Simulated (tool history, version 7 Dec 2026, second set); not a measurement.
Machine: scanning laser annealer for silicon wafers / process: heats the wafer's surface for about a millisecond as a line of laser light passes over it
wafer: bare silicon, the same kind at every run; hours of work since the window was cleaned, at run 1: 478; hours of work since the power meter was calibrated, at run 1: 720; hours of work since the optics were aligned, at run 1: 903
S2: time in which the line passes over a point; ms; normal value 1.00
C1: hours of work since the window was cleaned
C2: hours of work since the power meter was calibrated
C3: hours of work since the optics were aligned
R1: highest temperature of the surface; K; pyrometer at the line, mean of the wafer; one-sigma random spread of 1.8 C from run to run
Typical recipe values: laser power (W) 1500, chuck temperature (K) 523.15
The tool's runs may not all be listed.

Run 1, hour 0.0: usual settings; C1 478; C2 720; C3 903. Result: R1 1274.15 K.
Run 2, hour 26.8: usual settings but chuck temperature (K) 519.15; C1 493; C2 735; C3 918. Result: R1 1268.15 K.
Run 3, hour 55.5: usual settings but chuck temperature (K) 519.15; C1 509; C2 751; C3 935. Result: R1 1271.15 K.
Run 4, hour 71.7: usual settings but chuck temperature (K) 519.15; C1 519; C2 760; C3 944. Result: R1 1271.15 K.
Run 5, hour 101.1: usual settings but chuck temperature (K) 519.15; C1 535; C2 777; C3 960. Result: R1 1266.15 K.
Run 6, hour 119.6: usual settings but chuck temperature (K) 543.15; C1 546; C2 787; C3 971. Result: R1 1289.15 K.
Run 7, hour 149.4: usual settings; C1 563; C2 804; C3 988. Result: R1 1272.15 K.
Run 8, hour 174.3: usual settings; C1 577; C2 818; C3 1002. Result: R1 1272.15 K.
Run 9, hour 194.9: usual settings but laser power (W) 1316; C1 588; C2 830; C3 1013. Result: R1 1176.15 K.
Run 10, hour 220.6: usual settings; C1 603; C2 844; C3 1028. Result: R1 1270.15 K.
Run 11, hour 254.7: usual settings; C1 622; C2 864; C3 1047. Result: R1 1268.15 K.
Run 12, hour 271.9: usual settings; C1 632; C2 873; C3 1057. Result: R1 1267.15 K.
Run 13, hour 304.6: usual settings; C1 650; C2 892; C3 1075. Result: R1 1268.15 K.
Run 14, hour 335.5: usual settings; C1 668; C2 909; C3 1093. Result: R1 1270.15 K.
Run 15, hour 357.2: usual settings but laser power (W) 1529, S2 0.94 ms, chuck temperature (K) 489.15; C1 680; C2 922; C3 1105. Result: R1 1227.15 K.
Run 16, hour 381.5: usual settings but laser power (W) 1332, S2 0.94 ms, chuck temperature (K) 498.15; C1 694; C2 935; C3 1119. Result: R1 1138.15 K.
Run 17, hour 406.4: usual settings but laser power (W) 1332, S2 0.94 ms, chuck temperature (K) 498.15; C1 708; C2 950; C3 1133. Result: R1 1139.15 K.
Run 18, hour 439.7: usual settings but laser power (W) 1308, chuck temperature (K) 496.15; C1 727; C2 968; C3 1152. Result: R1 1141.15 K.
Run 19, hour 462.0: usual settings but laser power (W) 1477, S2 0.94 ms, chuck temperature (K) 519.15; C1 739; C2 981; C3 1164. Result: R1 1228.15 K.
Run 20, hour 492.9: usual settings but laser power (W) 1611, chuck temperature (K) 512.15; C1 757; C2 998; C3 1182. Result: R1 1310.15 K.
Run 21, hour 511.3: usual settings but laser power (W) 1611, chuck temperature (K) 512.15; C1 767; C2 1009; C3 1192. Result: R1 1312.15 K.
Run 22, hour 525.8: usual settings but laser power (W) 1611, chuck temperature (K) 512.15; C1 775; C2 1017; C3 1201. Result: R1 1311.15 K.
Run 23, hour 550.0: usual settings but laser power (W) 1611, chuck temperature (K) 512.15; C1 789; C2 1031; C3 1214. Result: R1 1310.15 K.
Run 24, hour 577.9: usual settings but laser power (W) 1473; C1 805; C2 1047; C3 1230. Result: R1 1251.15 K.
Run 25, hour 611.9: usual settings but laser power (W) 1473, S2 0.89 ms, chuck temperature (K) 511.15; C1 824; C2 1066; C3 1249. Result: R1 1198.15 K.
Run 26, hour 630.2: usual settings but laser power (W) 1432, S2 1.17 ms, chuck temperature (K) 551.15; C1 835; C2 1076; C3 1260. Result: R1 1314.15 K.
Run 27, hour 646.7: usual settings but S2 0.96 ms, chuck temperature (K) 502.15; C1 844; C2 1085; C3 1269. Result: R1 1227.15 K.

Branching from run 27: 3 alternative next runs. What would each branch give?
Run A, hour 679.5: usual settings but laser power (W) 1352, S2 1.14 ms, chuck temperature (K) 552.15; C1 862; C2 1104; C3 1287. Result: R1 ?.
Run B, hour 679.5: usual settings but S2 1.18 ms; C1 862; C2 1104; C3 1287. Result: R1 ?.
Run C, hour 679.5: usual settings but S2 0.72 ms, chuck temperature (K) 502.15; C1 862; C2 1104; C3 1287. Result: R1 ?.

run       R1
  A  1259.15
  B  1320.15
  C  1135.15
With the hidden condition removed and each run's random variation left untouched, the same runs would have given:
run       R1
  A  1288.15
  B  1353.15
  C  1161.15
